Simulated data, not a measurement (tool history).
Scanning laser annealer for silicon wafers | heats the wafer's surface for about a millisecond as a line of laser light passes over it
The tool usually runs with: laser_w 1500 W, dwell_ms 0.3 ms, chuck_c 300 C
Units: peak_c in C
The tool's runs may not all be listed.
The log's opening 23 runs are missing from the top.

Run 24, hour 955.3: usual settings but laser_w 1318 W, dwell_ms 0.234 ms, chuck_c 313 C. Result: peak_c 847 C.
Run 25, hour 1007.6: usual settings but dwell_ms 0.255 ms. Result: peak_c 931 C.
Run 26, hour 1070.4: usual settings but laser_w 1321 W, dwell_ms 0.255 ms, chuck_c 264 C. Result: peak_c 827 C.
Run 27, hour 1112.5: usual settings but chuck_c 276 C. Result: peak_c 962 C.
Run 28, hour 1171.8: usual settings but chuck_c 276 C. Result: peak_c 963 C.
Run 29, hour 1222.7: usual settings but laser_w 1593 W, dwell_ms 0.219 ms, chuck_c 261 C. Result: peak_c 873 C.
At hour 1231.6: optics aligned, line set to its width.
Run 30, hour 1284.4: usual settings but laser_w 1593 W, dwell_ms 0.219 ms, chuck_c 261 C. Result: peak_c 866 C.
Run 31, hour 1311.9: usual settings but laser_w 1355 W, dwell_ms 0.357 ms, chuck_c 262 C. Result: peak_c 945 C.
Run 32, hour 1344.6: usual settings but laser_w 1428 W, dwell_ms 0.249 ms, chuck_c 282 C. Result: peak_c 873 C.
Run 33, hour 1400.8: usual settings but laser_w 1467 W, chuck_c 332 C. Result: peak_c 996 C.
Run 34, hour 1440.8: usual settings but dwell_ms 0.294 ms. Result: peak_c 969 C.
Run 35, hour 1505.1: usual settings but laser_w 1550 W, dwell_ms 0.222 ms. Result: peak_c 896 C.
At hour 1531.5: optics aligned, line set to its width, once more.
Run 36, hour 1571.1: usual settings but laser_w 1387 W, dwell_ms 0.258 ms, chuck_c 282 C. Result: peak_c 867 C.
Run 37, hour 1604.7: usual settings but dwell_ms 0.363 ms. Result: peak_c 1056 C.
Run 38, hour 1641: usual settings but laser_w 1400 W, dwell_ms 0.229 ms, chuck_c 272 C. Result: peak_c 824 C.
Run 39, hour 1692.7: usual settings but laser_w 1400 W, dwell_ms 0.229 ms, chuck_c 272 C. Result: peak_c 826 C.
Run 40, hour 1742.3: usual settings but laser_w 1400 W, dwell_ms 0.229 ms, chuck_c 272 C. Result: peak_c 823 C.
Run 41, hour 1773.9: usual settings but laser_w 1635 W. Result: peak_c 1033 C.

Predict each of these 3 candidate next runs independently; none follows another, all start after run 41:
Run A, hour 1822.3: usual settings but dwell_ms 0.281 ms, chuck_c 275 C. Result: peak_c ?.
Run B, hour 1822.3: usual settings but laser_w 1450 W. Result: peak_c ?.
Run C, hour 1822.3: usual settings but laser_w 1464 W, dwell_ms 0.312 ms. Result: peak_c ?.

run  peak_c
  A     927
  B     955
  C     979
The same runs, with their run-to-run variation unchanged, on a tool lacking any hidden condition would have given:
run  peak_c
  A     955
  B     983
  C    1008
